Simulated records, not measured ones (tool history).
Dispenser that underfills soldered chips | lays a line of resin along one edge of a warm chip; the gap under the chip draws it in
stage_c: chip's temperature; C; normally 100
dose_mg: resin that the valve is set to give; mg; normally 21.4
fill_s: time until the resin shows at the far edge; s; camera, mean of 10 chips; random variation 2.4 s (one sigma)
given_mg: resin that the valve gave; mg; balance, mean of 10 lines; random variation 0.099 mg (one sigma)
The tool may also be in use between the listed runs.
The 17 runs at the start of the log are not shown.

At hour 178.3: new syringe of resin.
Run 18, hour 186.0: usual settings but dose_mg 23.3 mg. Result: fill_s 363.0 s, given_mg 23.00 mg.
Run 19, hour 192.5: usual settings but dose_mg 23.3 mg. Result: fill_s 534.2 s, given_mg 22.84 mg.
At hour 194.0: new syringe of resin.
Run 20, hour 206.1: usual settings but dose_mg 23.3 mg. Result: fill_s 470.7 s, given_mg 22.57 mg.
At hour 209.3: new syringe of resin.
Run 21, hour 220.0: usual settings but dose_mg 23.3 mg. Result: fill_s 432.9 s, given_mg 22.46 mg.
At hour 224.7: new syringe of resin.
Run 22, hour 233.6: usual settings but dose_mg 23.3 mg. Result: fill_s 386.6 s, given_mg 22.12 mg.
At hour 240.4: new syringe of resin.
Run 23, hour 242.8: usual settings but dose_mg 23.3 mg. Result: fill_s 260.4 s, given_mg 22.09 mg.
Run 24, hour 249.1: usual settings but dose_mg 23.3 mg. Result: fill_s 378.0 s, given_mg 21.99 mg.
At hour 256.1: new syringe of resin.
Run 25, hour 256.5: usual settings but stage_c 86 C, dose_mg 26.1 mg. Result: fill_s 427.3 s, given_mg 24.34 mg.
Run 26, hour 264.2: usual settings but stage_c 86 C, dose_mg 26.1 mg. Result: fill_s 688.2 s, given_mg 24.23 mg.
At hour 271.6: new syringe of resin.
Run 27, hour 274.3: usual settings but stage_c 112 C, dose_mg 20.1 mg. Result: fill_s 168.5 s, given_mg 18.51 mg.
At hour 280.2: dispensing valve cleaned and set on the balance.
At hour 288.7: new syringe of resin.
Run 28, hour 288.7: usual settings but stage_c 112 C, dose_mg 20.1 mg. Result: fill_s 137.8 s, given_mg 20.16 mg.
Run 29, hour 301.4: usual settings but stage_c 112 C, dose_mg 20.1 mg. Result: fill_s 294.9 s, given_mg 19.91 mg.
At hour 304.8: new syringe of resin.
Run 30, hour 307.8: usual settings but stage_c 90 C, dose_mg 20.0 mg. Result: fill_s 429.3 s, given_mg 19.62 mg.
Run 31, hour 316.7: usual settings but stage_c 108 C, dose_mg 20.2 mg. Result: fill_s 335.2 s, given_mg 19.80 mg.
At hour 320.3: new syringe of resin.
Run 32, hour 331.2: usual settings but stage_c 108 C, dose_mg 22.2 mg. Result: fill_s 302.6 s, given_mg 21.42 mg.
At hour 336.8: new syringe of resin.
Run 33, hour 338.5: usual settings but stage_c 108 C, dose_mg 22.2 mg. Result: fill_s 182.0 s, given_mg 21.29 mg.
Run 34, hour 350.7: usual settings but stage_c 92 C, dose_mg 21.0 mg. Result: fill_s 756.5 s, given_mg 19.99 mg.
At hour 352.7: new syringe of resin.
Run 35, hour 360.3: usual settings but stage_c 92 C, dose_mg 21.0 mg. Result: fill_s 515.4 s, given_mg 19.75 mg.
At hour 369.1: new syringe of resin.
Run 36, hour 372.7: usual settings but stage_c 92 C, dose_mg 25.4 mg. Result: fill_s 394.5 s, given_mg 23.73 mg.

3 ways to go on from here, each from the tool as it stands after run 36. What would each give?
At hour 384.7: new syringe of resin.
Run A, hour 386.5: usual settings but stage_c 107 C, dose_mg 19.2 mg. Result: fill_s ?, given_mg ?.
At hour 384.7: new syringe of resin.
Run B, hour 386.5: usual settings but stage_c 87 C, dose_mg 22.8 mg. Result: fill_s ?, given_mg ?.
At hour 384.7: new syringe of resin.
Run C, hour 386.5: usual settings but stage_c 89 C, dose_mg 24.9 mg. Result: fill_s ?, given_mg ?.

run  fill_s  given_mg
  A   190.1     17.86
  B   443.3     21.01
  C   397.5     23.03
With the hidden condition removed and each run's random variation left untouched, the same runs would have given:
run  fill_s  given_mg
  A   179.2     19.30
  B   425.1     22.70
  C   382.1     24.88

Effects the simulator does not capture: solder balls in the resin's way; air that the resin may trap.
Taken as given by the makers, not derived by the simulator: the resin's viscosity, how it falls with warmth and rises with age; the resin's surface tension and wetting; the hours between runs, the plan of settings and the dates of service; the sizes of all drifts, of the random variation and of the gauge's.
